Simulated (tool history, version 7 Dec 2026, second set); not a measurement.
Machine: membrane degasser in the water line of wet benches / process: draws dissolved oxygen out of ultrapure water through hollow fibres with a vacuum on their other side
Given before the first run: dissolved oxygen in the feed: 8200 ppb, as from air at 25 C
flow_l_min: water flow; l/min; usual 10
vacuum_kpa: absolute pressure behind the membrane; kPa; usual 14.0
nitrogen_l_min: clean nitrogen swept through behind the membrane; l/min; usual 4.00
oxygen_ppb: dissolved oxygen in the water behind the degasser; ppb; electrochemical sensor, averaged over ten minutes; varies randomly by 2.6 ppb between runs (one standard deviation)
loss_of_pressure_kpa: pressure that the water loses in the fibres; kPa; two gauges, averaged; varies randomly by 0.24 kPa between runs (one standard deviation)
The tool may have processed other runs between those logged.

run     day  flow_l_min  vacuum_kpa  nitrogen_l_min  oxygen_ppb  loss_of_pressure_kpa
  1   0.000          10        14.0            4.00       265.5                 63.83
  2   3.029          10        14.0            4.00       262.7                 64.29
  3   5.504          10        14.0            4.00       257.3                 63.97
  4   8.779          10        14.0            4.00       265.2                 63.88
  5  11.904           6        14.0            4.00       103.7                 38.31
  6  14.779           6        14.0            4.00       102.5                 38.34
  7  16.788          14        14.0            5.26       421.9                 88.96

What will run 8 give?
  8  18.383           7        27.8            7.16           ?                     ?

oxygen_ppb: 152.4 ppb
loss_of_pressure_kpa: 44.94 kPa
Take away the tool's hidden state, keep the run-to-run variation as it was, and the same run would have given oxygen_ppb 152.0 ppb, loss_of_pressure_kpa 45.23 kPa.
